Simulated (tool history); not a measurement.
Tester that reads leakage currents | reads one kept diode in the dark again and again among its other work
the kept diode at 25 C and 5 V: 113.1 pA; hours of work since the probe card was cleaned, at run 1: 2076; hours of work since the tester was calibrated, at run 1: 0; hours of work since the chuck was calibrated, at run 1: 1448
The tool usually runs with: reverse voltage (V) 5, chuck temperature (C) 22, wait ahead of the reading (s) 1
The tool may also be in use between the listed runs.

| run | hour | reverse voltage (V) | chuck temperature (C) | wait ahead of the reading (s) | hours of work since the probe card was cleaned | hours of work since the tester was calibrated | hours of work since the chuck was calibrated | current that the tester gives (pA) |
|---|---|---|---|---|---|---|---|---|
| 1 | 0 | 5 | 22 | 1 | 2076 | 0 | 1448 | 91.78 |
| 2 | 226 | 5 | 22 | 1 | 2229 | 153 | 1601 | 91.91 |
| 3 | 479.7 | 5 | 22 | 0.76 | 2400 | 324 | 1772 | 91.49 |
| 4 | 718.5 | 14.59 | 22 | 1 | 2561 | 485 | 1933 | 184.44 |
| 5 | 895.3 | 5 | 22 | 1 | 2681 | 604 | 2053 | 90.75 |
|  | 920.1 | tester calibrated |
|  | 1013.1 | chuck's temperature calibrated |
| 6 | 1038.3 | 5 | 22 | 1 | 2774 | 78 | 17 | 101.9 |
| 7 | 1292 | 5 | 22 | 1 | 2946 | 250 | 188 | 100.93 |
| 8 | 1538.6 | 5 | 22 | 1 | 3112 | 416 | 355 | 101.28 |
| 9 | 1691.5 | 5 | 22 | 1 | 3215 | 519 | 458 | 100.29 |
| 10 | 1936.7 | 2.31 | 20 | 1.26 | 3381 | 685 | 624 | 53.08 |
| 11 | 2076.8 | 13.86 | 22 | 4.68 | 3476 | 780 | 718 | 195.27 |
|  | 2180.5 | tester calibrated, once more |
| 12 | 2229.7 | 5 | 23 | 5.58 | 3577 | 33 | 820 | 107.3 |
| 13 | 2447.6 | 5 | 23 | 5.58 | 3725 | 180 | 967 | 107.06 |
| 14 | 2598.5 | 5 | 22 | 0.64 | 3826 | 282 | 1069 | 101.3 |
|  | 2692 | probe card cleaned and baked |
| 15 | 2785.4 | 8.62 | 26 | 0.77 | 63 | 406 | 1193 | 160.03 |
| 16 | 2899.9 | 1.87 | 22 | 0.83 | 140 | 484 | 1271 | 47.17 |
| 17 | 3125.7 | 5 | 30 | 1 | 293 | 636 | 1423 | 153.99 |

How the hidden state differs across the entries between the runs, from the last listed run before each to the first after it:
Logged between run 5 and run 6: tester calibrated (hour 920.1); chuck's temperature calibrated (hour 1013.1)
  stray current of the dirty probe card, pA a volt: 2.186 -> 2.257; current scale over the true one, %: -0.45 -> -0.84; true chuck temperature over the reading, C: -1.6 -> 0.09
  measured result minus the result with no hidden state, current that the tester gives (pA): -0.18 -> +10.99
Logged between run 11 and run 12: tester calibrated, once more (hour 2180.5)
  stray current of the dirty probe card, pA a volt: 2.777 -> 2.852; current scale over the true one, %: -1.37 -> -0.12; true chuck temperature over the reading, C: -0.48 -> -0.55
  measured result minus the result with no hidden state, current that the tester gives (pA): +29.58 -> +9.97
Logged between run 14 and run 15: probe card cleaned and baked (hour 2692)
  stray current of the dirty probe card, pA a volt: 3.043 -> 0.071; current scale over the true one, %: -0.33 -> -0.43; true chuck temperature over the reading, C: -0.76 -> -0.85
  measured result minus the result with no hidden state, current that the tester gives (pA): +9.66 -> -10.81

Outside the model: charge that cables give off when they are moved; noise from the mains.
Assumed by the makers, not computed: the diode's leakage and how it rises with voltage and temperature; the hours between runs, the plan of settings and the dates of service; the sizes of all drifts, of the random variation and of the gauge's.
